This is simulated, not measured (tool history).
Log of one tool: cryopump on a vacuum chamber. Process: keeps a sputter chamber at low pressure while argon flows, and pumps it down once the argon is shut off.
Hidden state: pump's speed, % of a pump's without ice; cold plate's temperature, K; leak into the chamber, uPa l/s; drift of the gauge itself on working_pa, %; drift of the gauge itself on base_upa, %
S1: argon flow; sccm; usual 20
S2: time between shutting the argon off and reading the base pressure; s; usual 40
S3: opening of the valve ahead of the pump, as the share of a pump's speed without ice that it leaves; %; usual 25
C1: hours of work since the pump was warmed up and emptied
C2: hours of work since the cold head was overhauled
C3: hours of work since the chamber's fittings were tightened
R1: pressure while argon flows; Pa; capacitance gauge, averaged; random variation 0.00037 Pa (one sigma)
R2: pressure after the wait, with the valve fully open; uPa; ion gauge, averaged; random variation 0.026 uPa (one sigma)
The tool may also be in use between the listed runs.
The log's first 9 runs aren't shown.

{"run": 10, "hour": 328.1, "S1": 20, "S2": 40, "S3": 22, "C1": 307, "C2": 307, "C3": 145, "R1": 0.0724, "R2": 1.29}
{"run": 11, "hour": 356.6, "S1": 20, "S2": 40, "S3": 25, "C1": 321, "C2": 321, "C3": 159, "R1": 0.0648, "R2": 1.26}
{"run": 12, "hour": 398.4, "S1": 20, "S2": 40, "S3": 25, "C1": 341, "C2": 341, "C3": 179, "R1": 0.0641, "R2": 1.27}
{"run": 13, "hour": 430.3, "S1": 20, "S2": 40, "S3": 20, "C1": 357, "C2": 357, "C3": 195, "R1": 0.0801, "R2": 1.29}
{"run": 14, "hour": 458.7, "S1": 20, "S2": 40, "S3": 20, "C1": 371, "C2": 371, "C3": 209, "R1": 0.08, "R2": 1.32}
{"run": 15, "hour": 496.2, "S1": 20, "S2": 40, "S3": 26, "C1": 390, "C2": 390, "C3": 228, "R1": 0.0622, "R2": 1.37}
{"run": 16, "hour": 537.7, "S1": 17, "S2": 40, "S3": 25, "C1": 411, "C2": 411, "C3": 249, "R1": 0.0546, "R2": 1.36}
{"run": 17, "hour": 566.4, "S1": 20, "S2": 40, "S3": 31, "C1": 425, "C2": 425, "C3": 263, "R1": 0.052, "R2": 1.37}
{"run": 18, "hour": 592.9, "S1": 20, "S2": 40, "S3": 23, "C1": 438, "C2": 438, "C3": 276, "R1": 0.0703, "R2": 1.4}
{"run": 19, "hour": 636.3, "S1": 20, "S2": 40, "S3": 23, "C1": 460, "C2": 460, "C3": 298, "R1": 0.0695, "R2": 1.41}
{"run": 20, "hour": 672.5, "S1": 8, "S2": 40, "S3": 17, "C1": 478, "C2": 478, "C3": 316, "R1": 0.0374, "R2": 1.46}
{"run": 21, "hour": 694.6, "S1": 9, "S2": 125, "S3": 25, "C1": 488, "C2": 488, "C3": 326, "R1": 0.0293, "R2": 0.82}
{"run": 22, "hour": 723.5, "S1": 32, "S2": 125, "S3": 25, "C1": 503, "C2": 503, "C3": 341, "R1": 0.1035, "R2": 0.84}
{"run": 23, "hour": 750.3, "S1": 32, "S2": 159, "S3": 51, "C1": 516, "C2": 516, "C3": 354, "R1": 0.0521, "R2": 0.73}
{"run": 24, "hour": 790.3, "S1": 37, "S2": 296, "S3": 51, "C1": 536, "C2": 536, "C3": 374, "R1": 0.0604, "R2": 0.68}
{"run": 25, "hour": 821.0, "S1": 37, "S2": 296, "S3": 51, "C1": 551, "C2": 551, "C3": 389, "R1": 0.0601, "R2": 0.67}
{"run": 26, "hour": 862.2, "S1": 18, "S2": 178, "S3": 19, "C1": 572, "C2": 572, "C3": 410, "R1": 0.0768, "R2": 0.76}
{"run": 27, "hour": 881.8, "S1": 30, "S2": 176, "S3": 48, "C1": 581, "C2": 581, "C3": 419, "R1": 0.0525, "R2": 0.83}
{"run": 28, "hour": 906.7, "S1": 30, "S2": 176, "S3": 48, "C1": 594, "C2": 594, "C3": 432, "R1": 0.0518, "R2": 0.84}
{"run": 29, "hour": 947.1, "S1": 26, "S2": 208, "S3": 48, "C1": 614, "C2": 614, "C3": 452, "R1": 0.0457, "R2": 0.84}
{"run": 30, "hour": 989.4, "S1": 26, "S2": 141, "S3": 32, "C1": 635, "C2": 635, "C3": 473, "R1": 0.0669, "R2": 0.93}
{"run": 31, "hour": 1021.2, "S1": 20, "S2": 248, "S3": 25, "C1": 651, "C2": 651, "C3": 489, "R1": 0.0654, "R2": 0.82}
{"run": 32, "hour": 1052.4, "S1": 16, "S2": 29, "S3": 46, "C1": 666, "C2": 666, "C3": 504, "R1": 0.0292, "R2": 2.02}
{"run": 33, "hour": 1085.1, "S1": 13, "S2": 230, "S3": 20, "C1": 682, "C2": 682, "C3": 520, "R1": 0.0525, "R2": 0.88}
{"run": 34, "hour": 1122.5, "S1": 10, "S2": 40, "S3": 17, "C1": 701, "C2": 701, "C3": 539, "R1": 0.0477, "R2": 1.7}

Forecast each of these 4 alternatives for the next run:
{"run": "A", "hour": 1145.8, "S1": 10, "S2": 40, "S3": 21, "C1": 712, "C2": 712, "C3": 550, "R1": "?", "R2": "?"}
{"run": "B", "hour": 1145.8, "S1": 20, "S2": 164, "S3": 26, "C1": 712, "C2": 712, "C3": 550, "R1": "?", "R2": "?"}
{"run": "C", "hour": 1145.8, "S1": 10, "S2": 197, "S3": 46, "C1": 712, "C2": 712, "C3": 550, "R1": "?", "R2": "?"}
{"run": "D", "hour": 1145.8, "S1": 12, "S2": 51, "S3": 50, "C1": 712, "C2": 712, "C3": 550, "R1": "?", "R2": "?"}

run=A R1=0.0384 R2=1.72
run=B R1=0.0625 R2=1.01
run=C R1=0.0182 R2=1.02
run=D R1=0.0205 R2=1.47
Without the tool's hidden state the same runs would have given:
run=A R1=0.0373 R2=1.1
run=B R1=0.0603 R2=0.37
run=C R1=0.0171 R2=0.39
run=D R1=0.0191 R2=0.86
